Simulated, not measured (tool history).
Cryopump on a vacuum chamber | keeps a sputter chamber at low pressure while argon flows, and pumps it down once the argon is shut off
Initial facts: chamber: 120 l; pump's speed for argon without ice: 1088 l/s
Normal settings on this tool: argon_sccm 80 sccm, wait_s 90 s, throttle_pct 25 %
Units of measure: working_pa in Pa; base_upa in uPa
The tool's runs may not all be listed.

run 1 day=0 | argon_sccm=80 wait_s=90 throttle_pct=25 | working_pa=0.497 base_upa=0.68
run 2 day=0.771 | argon_sccm=92 wait_s=90 throttle_pct=25 | working_pa=0.5743 base_upa=0.7
run 3 day=2.038 | argon_sccm=80 wait_s=90 throttle_pct=25 | working_pa=0.5 base_upa=0.67
run 4 day=2.912 | argon_sccm=80 wait_s=90 throttle_pct=22 | working_pa=0.5675 base_upa=0.7
run 5 day=4.554 | argon_sccm=80 wait_s=90 throttle_pct=22 | working_pa=0.5672 base_upa=0.71
run 6 day=5.533 | argon_sccm=80 wait_s=90 throttle_pct=22 | working_pa=0.5699 base_upa=0.67
run 7 day=6.588 | argon_sccm=80 wait_s=90 throttle_pct=22 | working_pa=0.5706 base_upa=0.71
run 8 day=7.812 | argon_sccm=138 wait_s=90 throttle_pct=25 | working_pa=0.8649 base_upa=0.67
run 9 day=8.562 | argon_sccm=80 wait_s=90 throttle_pct=25 | working_pa=0.5015 base_upa=0.66
run 10 day=9.592 | argon_sccm=80 wait_s=90 throttle_pct=25 | working_pa=0.5015 base_upa=0.74
run 11 day=11.288 | argon_sccm=92 wait_s=22 throttle_pct=25 | working_pa=0.5789 base_upa=1.71
run 12 day=12.921 | argon_sccm=92 wait_s=22 throttle_pct=25 | working_pa=0.5805 base_upa=1.71
run 13 day=13.638 | argon_sccm=111 wait_s=22 throttle_pct=29 | working_pa=0.6034 base_upa=1.77
run 14 day=15.046 | argon_sccm=132 wait_s=22 throttle_pct=25 | working_pa=0.8365 base_upa=1.77
run 15 day=16.688 | argon_sccm=78 wait_s=22 throttle_pct=25 | working_pa=0.4914 base_upa=1.76
run 16 day=17.683 | argon_sccm=78 wait_s=22 throttle_pct=25 | working_pa=0.4941 base_upa=1.76
run 17 day=19.154 | argon_sccm=124 wait_s=32 throttle_pct=24 | working_pa=0.8137 base_upa=1.31

Had the tool no unlogged condition, and each run kept its random variation, what would the results have been?
Unlogged tool condition in this case: pump's speed, % of a pump's without ice; cold plate's temperature, K; leak into the chamber, uPa l/s; drift of the gauge itself on working_pa, %; drift of the gauge itself on base_upa, %.
run=1 working_pa=0.4963 base_upa=0.61
run=2 working_pa=0.573 base_upa=0.62
run=3 working_pa=0.4983 base_upa=0.59
run=4 working_pa=0.5655 base_upa=0.62
run=5 working_pa=0.5644 base_upa=0.62
run=6 working_pa=0.5668 base_upa=0.58
run=7 working_pa=0.5669 base_upa=0.61
run=8 working_pa=0.8577 base_upa=0.58
run=9 working_pa=0.497 base_upa=0.56
run=10 working_pa=0.4964 base_upa=0.64
run=11 working_pa=0.5722 base_upa=1.6
run=12 working_pa=0.5728 base_upa=1.6
run=13 working_pa=0.5938 base_upa=1.65
run=14 working_pa=0.8239 base_upa=1.65
run=15 working_pa=0.4832 base_upa=1.64
run=16 working_pa=0.4853 base_upa=1.64
run=17 working_pa=0.7987 base_upa=1.19
